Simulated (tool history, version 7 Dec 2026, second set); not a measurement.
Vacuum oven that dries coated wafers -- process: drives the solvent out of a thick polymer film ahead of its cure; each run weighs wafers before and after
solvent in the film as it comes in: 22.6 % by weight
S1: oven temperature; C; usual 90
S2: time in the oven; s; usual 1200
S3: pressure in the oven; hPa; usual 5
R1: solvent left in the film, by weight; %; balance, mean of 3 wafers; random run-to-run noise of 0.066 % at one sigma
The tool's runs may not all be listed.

run	hour	S1	S2	S3	R1
1	0	90	1200	5	4.53
2	20.8	90	1200	9.56	4.96
3	34.5	90	1200	9.56	4.88
4	50.1	90	1200	9.56	4.95
5	60.8	90	1200	5	4.78
6	76	90	1200	5	4.78
7	98.5	90	1200	5	4.86
8	114.6	90	1200	5	4.81
9	134.8	90	1200	5	4.79
10	158.2	101	840	15.9	3.2
11	169.3	95	1200	5	2.99
12	186.4	95	1200	5	3.04
13	203.9	95	1560	9.85	1.92
14	225.5	95	1560	9.85	1.94
15	247.1	95	1560	9.85	1.97
16	261.1	77	1560	9.85	9.12
17	274	81	1200	16.95	9.1
18	288	92	1200	4.26	4.11

Below are 5 alternative next runs, each starting from the tool's condition after run 18. Predict each:
A	299.6	90	1680	5	?
B	299.6	80	1200	2.84	?
C	299.6	91	780	5	?
D	299.6	92	780	2.72	?
E	299.6	83	660	19.72	?

run	R1
A	2.96
B	9.12
C	7.37
D	6.93
E	11.86
With no hidden state in the tool, these same runs would have given:
run	R1
A	2.49
B	8.5
C	6.77
D	6.34
E	11.33
